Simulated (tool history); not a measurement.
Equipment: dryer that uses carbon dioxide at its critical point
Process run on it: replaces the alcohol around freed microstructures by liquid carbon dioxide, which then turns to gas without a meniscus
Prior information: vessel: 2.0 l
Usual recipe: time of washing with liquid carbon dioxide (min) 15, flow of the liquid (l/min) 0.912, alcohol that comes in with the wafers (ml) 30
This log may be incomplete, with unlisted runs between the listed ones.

run    day  time of washing with liquid carbon dioxide (min)  flow of the liquid (l/min)  alcohol that comes in with the wafers (ml)  alcohol left in the vessel before it's heated (ppm by volume)
  1  0.000                                                15                       0.912                                          30                                                            136
  2  0.233                                                10                       0.912                                          30                                                            529
  3  0.425                                                10                       0.912                                          30                                                            509
  4  0.775                                                15                       0.912                                          30                                                            135
  5  0.958                                                15                       0.912                                          30                                                            146
  6  1.262                                                15                       1.262                                          30                                                             72
  7  1.575                                                15                       0.912                                          30                                                            154
  8  1.975                                                15                       0.912                                          30                                                            154
  9  2.217                                                15                       0.912                                          30                                                            150
 10  2.479                                                15                       0.912                                          36                                                            169
 11  2.783                                                15                       0.912                                          36                                                            168
 12  3.133                                                15                       0.912                                          36                                                            164
 13  3.400                                                18                       1.395                                          22                                                             66
 14  3.592                                                24                       1.395                                          34                                                             78
 15  3.912                                                24                       0.694                                          34                                                            105
 16  4.229                                                24                       0.694                                          34                                                            114
 17  4.450                                                24                       0.694                                          34                                                            107
 18  4.721                                                 9                       1.485                                          73                                                            271
 19  5.162                                                 9                       1.485                                          73                                                            267

Run 20, settings as shown, results not yet in. Your forecast:
 20  5.358                                                20                       0.912                                          30                                                              ?

alcohol left in the vessel before it's heated (ppm by volume): 81
The same run, on a tool lacking any hidden state, would have yielded alcohol left in the vessel before it's heated (ppm by volume) 1.
